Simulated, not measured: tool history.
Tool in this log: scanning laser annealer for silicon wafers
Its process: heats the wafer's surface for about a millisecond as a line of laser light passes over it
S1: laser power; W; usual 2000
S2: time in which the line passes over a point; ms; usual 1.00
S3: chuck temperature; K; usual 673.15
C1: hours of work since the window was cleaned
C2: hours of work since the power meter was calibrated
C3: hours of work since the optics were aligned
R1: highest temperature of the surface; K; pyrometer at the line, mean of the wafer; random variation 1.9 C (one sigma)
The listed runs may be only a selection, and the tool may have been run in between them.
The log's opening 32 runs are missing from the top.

{"run": 33, "hour": 1134.0, "S1": 2000, "S2": 0.8, "S3": 652.15, "C1": 29, "C2": 687, "C3": 510, "R1": 1268.15}
{"run": 34, "hour": 1160.4, "S1": 1988, "S2": 1.0, "S3": 673.15, "C1": 40, "C2": 698, "C3": 521, "R1": 1361.15}
{"run": 35, "hour": 1191.0, "S1": 1900, "S2": 0.96, "S3": 673.15, "C1": 53, "C2": 710, "C3": 534, "R1": 1322.15}
{"run": 36, "hour": 1219.2, "S1": 2150, "S2": 0.91, "S3": 705.15, "C1": 65, "C2": 722, "C3": 546, "R1": 1409.15}
{"run": 37, "hour": 1264.7, "S1": 2033, "S2": 1.17, "S3": 705.15, "C1": 83, "C2": 741, "C3": 565, "R1": 1467.15}
{"run": 38, "hour": 1288.5, "S1": 1990, "S2": 0.82, "S3": 652.15, "C1": 93, "C2": 751, "C3": 575, "R1": 1270.15}
{"run": 39, "hour": 1337.2, "S1": 1990, "S2": 0.82, "S3": 652.15, "C1": 114, "C2": 771, "C3": 595, "R1": 1270.15}
{"run": 40, "hour": 1373.6, "S1": 2060, "S2": 0.82, "S3": 696.15, "C1": 129, "C2": 786, "C3": 610, "R1": 1335.15}

Forecast each of these 4 alternatives for the next run:
{"run": "A", "hour": 1399.6, "S1": 2012, "S2": 0.92, "S3": 641.15, "C1": 139, "C2": 797, "C3": 621, "R1": "?"}
{"run": "B", "hour": 1399.6, "S1": 2049, "S2": 1.2, "S3": 677.15, "C1": 139, "C2": 797, "C3": 621, "R1": "?"}
{"run": "C", "hour": 1399.6, "S1": 2060, "S2": 0.82, "S3": 642.15, "C1": 139, "C2": 797, "C3": 621, "R1": "?"}
{"run": "D", "hour": 1399.6, "S1": 1709, "S2": 1.0, "S3": 659.15, "C1": 139, "C2": 797, "C3": 621, "R1": "?"}

run=A R1=1301.15
run=B R1=1455.15
run=C R1=1278.15
run=D R1=1259.15
What these runs would have given with no unlogged condition in the tool:
run=A R1=1313.15
run=B R1=1469.15
run=C R1=1289.15
run=D R1=1269.15
